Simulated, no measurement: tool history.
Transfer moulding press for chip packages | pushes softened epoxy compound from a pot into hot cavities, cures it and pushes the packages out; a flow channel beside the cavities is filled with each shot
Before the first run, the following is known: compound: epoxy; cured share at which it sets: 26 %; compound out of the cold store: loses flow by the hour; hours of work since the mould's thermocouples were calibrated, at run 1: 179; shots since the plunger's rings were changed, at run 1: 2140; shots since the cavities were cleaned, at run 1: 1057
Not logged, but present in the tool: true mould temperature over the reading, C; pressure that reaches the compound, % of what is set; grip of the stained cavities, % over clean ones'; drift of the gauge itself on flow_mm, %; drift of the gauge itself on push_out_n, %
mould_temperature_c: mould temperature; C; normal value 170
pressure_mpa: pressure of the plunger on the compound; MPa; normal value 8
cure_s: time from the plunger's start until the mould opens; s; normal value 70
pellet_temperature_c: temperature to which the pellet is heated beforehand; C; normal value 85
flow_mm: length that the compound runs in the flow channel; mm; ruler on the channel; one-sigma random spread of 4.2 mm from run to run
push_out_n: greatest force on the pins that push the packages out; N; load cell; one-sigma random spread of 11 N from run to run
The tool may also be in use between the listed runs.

run,hour,mould_temperature_c,pressure_mpa,cure_s,pellet_temperature_c,hours of work since the mould's thermocouples were calibrated,shots since the plunger's rings were changed,shots since the cavities were cleaned,incoming compound's hours out of the cold store,flow_mm,push_out_n
1,0,170,8,70,85,179,2140,1057,16.3,913,885
# hour 6.4: cavities cleaned with cleaning compound and waxed
2,12.3,170,8,70,85,184,2249,60,44.5,831,556
3,20.5,170,8,70,85,188,2331,142,20.6,892,581
4,28.9,170,8,70,85,192,2416,227,13.6,916,671
5,37.5,170,8,70,85,196,2502,313,25.7,883,689
6,44.5,170,8,70,85,199,2573,384,34.7,856,714
7,54.6,170,8,70,85,204,2674,485,32.8,854,740
8,62.5,170,8,70,85,207,2754,565,9.5,928,797
9,68.8,170,8,70,85,210,2817,628,15.1,903,816
10,79.2,177,8,70,85,215,2923,734,44.4,792,686
11,90,170,8,70,87,220,3030,841,8.5,919,855
12,99.8,170,8,70,85,225,3130,941,32.3,851,825
13,110.2,170,8,70,85,230,3234,1045,20.2,879,876
# hour 113.3: mould's thermocouples calibrated
# hour 119.2: cavities cleaned with cleaning compound and waxed
14,126.3,170,8,70,85,5,3361,72,39,832,558
15,138.4,170,8,70,85,11,3483,194,29.5,854,612
16,149.2,170,8,70,85,16,3592,303,19.6,871,663
17,160.4,169,8,69,85,21,3704,415,35.8,833,766
18,166.1,169,8,69,92,24,3761,472,13.4,896,818
# hour 178.8: mould's thermocouples calibrated, once more
19,180.8,169,8,69,92,1,3889,600,26.3,865,895
20,192.5,169,8,69,92,6,4008,719,25.1,867,857
21,201,170,9.92,70,85,10,4093,804,26.3,962,866
22,211.1,177,6.66,76,76,15,4195,906,26.6,758,709
23,222.5,167,6.66,75,85,21,4310,1021,21,806,932
# hour 232.2: cavities cleaned with cleaning compound and waxed
24,235.1,170,6.29,103,85,26,4422,30,27.9,748,446
25,248.2,170,6.29,103,85,32,4553,161,41.6,720,507
26,257.6,170,9.41,70,85,36,4648,256,45.4,870,664
27,270.5,175,8,54,82,42,4778,386,15.9,861,817
28,281.9,175,8,54,82,48,4892,500,33.1,810,875

For run 29, what comes out?
29,294.1,165,9.91,91,85,54,5016,624,22.1,?,?

Logged for run 29: flow_mm 983 mm, push_out_n 730 N.
Had the tool carried no hidden state, the very same run would have given flow_mm 1057 mm, push_out_n 473 N.
